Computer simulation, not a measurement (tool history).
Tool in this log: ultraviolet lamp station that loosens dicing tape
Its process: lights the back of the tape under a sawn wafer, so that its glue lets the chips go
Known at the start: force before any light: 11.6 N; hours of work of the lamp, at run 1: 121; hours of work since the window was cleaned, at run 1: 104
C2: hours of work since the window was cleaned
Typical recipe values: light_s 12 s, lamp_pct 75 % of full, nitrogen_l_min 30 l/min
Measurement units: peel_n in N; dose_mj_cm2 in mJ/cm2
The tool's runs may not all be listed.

run 1 day=0 | light_s=12 lamp_pct=75 nitrogen_l_min=30 | hours_of_work_of_the_lamp=121 C2=104 | peel_n=0.464 dose_mj_cm2=273
run 2 day=0.575 | light_s=12 lamp_pct=75 nitrogen_l_min=30 | hours_of_work_of_the_lamp=131 C2=114 | peel_n=0.488 dose_mj_cm2=275
run 3 day=1.208 | light_s=12 lamp_pct=75 nitrogen_l_min=30 | hours_of_work_of_the_lamp=142 C2=126 | peel_n=0.506 dose_mj_cm2=274
run 4 day=1.838 | light_s=12 lamp_pct=75 nitrogen_l_min=30 | hours_of_work_of_the_lamp=153 C2=137 | peel_n=0.497 dose_mj_cm2=271
run 5 day=2.338 | light_s=12 lamp_pct=75 nitrogen_l_min=30 | hours_of_work_of_the_lamp=162 C2=145 | peel_n=0.519 dose_mj_cm2=268
run 6 day=3.058 | light_s=12 lamp_pct=75 nitrogen_l_min=30 | hours_of_work_of_the_lamp=175 C2=158 | peel_n=0.555 dose_mj_cm2=261
run 7 day=3.517 | light_s=12 lamp_pct=75 nitrogen_l_min=30 | hours_of_work_of_the_lamp=183 C2=166 | peel_n=0.567 dose_mj_cm2=261
run 8 day=4.296 | light_s=12 lamp_pct=75 nitrogen_l_min=30 | hours_of_work_of_the_lamp=197 C2=180 | peel_n=0.549 dose_mj_cm2=257
run 9 day=4.767 | light_s=12 lamp_pct=84 nitrogen_l_min=30 | hours_of_work_of_the_lamp=205 C2=188 | peel_n=0.438 dose_mj_cm2=288
run 10 day=5.142 | light_s=9 lamp_pct=84 nitrogen_l_min=18 | hours_of_work_of_the_lamp=212 C2=195 | peel_n=1.32 dose_mj_cm2=215
run 11 day=5.683 | light_s=9 lamp_pct=84 nitrogen_l_min=18 | hours_of_work_of_the_lamp=221 C2=204 | peel_n=1.377 dose_mj_cm2=210
run 12 day=6.296 | light_s=12 lamp_pct=97 nitrogen_l_min=13 | hours_of_work_of_the_lamp=232 C2=215 | peel_n=0.71 dose_mj_cm2=322
run 13 day=6.779 | light_s=12 lamp_pct=97 nitrogen_l_min=13 | hours_of_work_of_the_lamp=241 C2=224 | peel_n=0.72 dose_mj_cm2=319
run 14 day=7.229 | light_s=17 lamp_pct=74 nitrogen_l_min=27 | hours_of_work_of_the_lamp=248 C2=232 | peel_n=0.312 dose_mj_cm2=343
-- day=7.912 window cleaned of glue's vapour
run 15 day=7.938 | light_s=6 lamp_pct=70 nitrogen_l_min=16 | hours_of_work_of_the_lamp=261 C2=0 | peel_n=3.248 dose_mj_cm2=129
run 16 day=8.408 | light_s=17 lamp_pct=63 nitrogen_l_min=30 | hours_of_work_of_the_lamp=269 C2=9 | peel_n=0.327 dose_mj_cm2=324
run 17 day=8.733 | light_s=17 lamp_pct=63 nitrogen_l_min=30 | hours_of_work_of_the_lamp=275 C2=14 | peel_n=0.321 dose_mj_cm2=328

5 options for the next run, each taken on its own from the tool as it stands now. Forecast them:
run A day=9.096 | light_s=12 lamp_pct=87 nitrogen_l_min=17 | hours_of_work_of_the_lamp=281 C2=21 | peel_n=? dose_mj_cm2=?
run B day=9.096 | light_s=10 lamp_pct=100 nitrogen_l_min=30 | hours_of_work_of_the_lamp=281 C2=21 | peel_n=? dose_mj_cm2=?
run C day=9.096 | light_s=9 lamp_pct=64 nitrogen_l_min=30 | hours_of_work_of_the_lamp=281 C2=21 | peel_n=? dose_mj_cm2=?
run D day=9.096 | light_s=16 lamp_pct=89 nitrogen_l_min=30 | hours_of_work_of_the_lamp=281 C2=21 | peel_n=? dose_mj_cm2=?
run E day=9.096 | light_s=17 lamp_pct=72 nitrogen_l_min=19 | hours_of_work_of_the_lamp=281 C2=21 | peel_n=? dose_mj_cm2=?

run=A peel_n=0.583 dose_mj_cm2=317
run=B peel_n=0.388 dose_mj_cm2=304
run=C peel_n=1.325 dose_mj_cm2=175
run=D peel_n=0.19 dose_mj_cm2=430
run=E peel_n=0.364 dose_mj_cm2=369
Without the tool's unlogged condition, the same runs would have read:
run=A peel_n=0.434 dose_mj_cm2=357
run=B peel_n=0.296 dose_mj_cm2=342
run=C peel_n=1.031 dose_mj_cm2=198
run=D peel_n=0.167 dose_mj_cm2=485
run=E peel_n=0.277 dose_mj_cm2=416
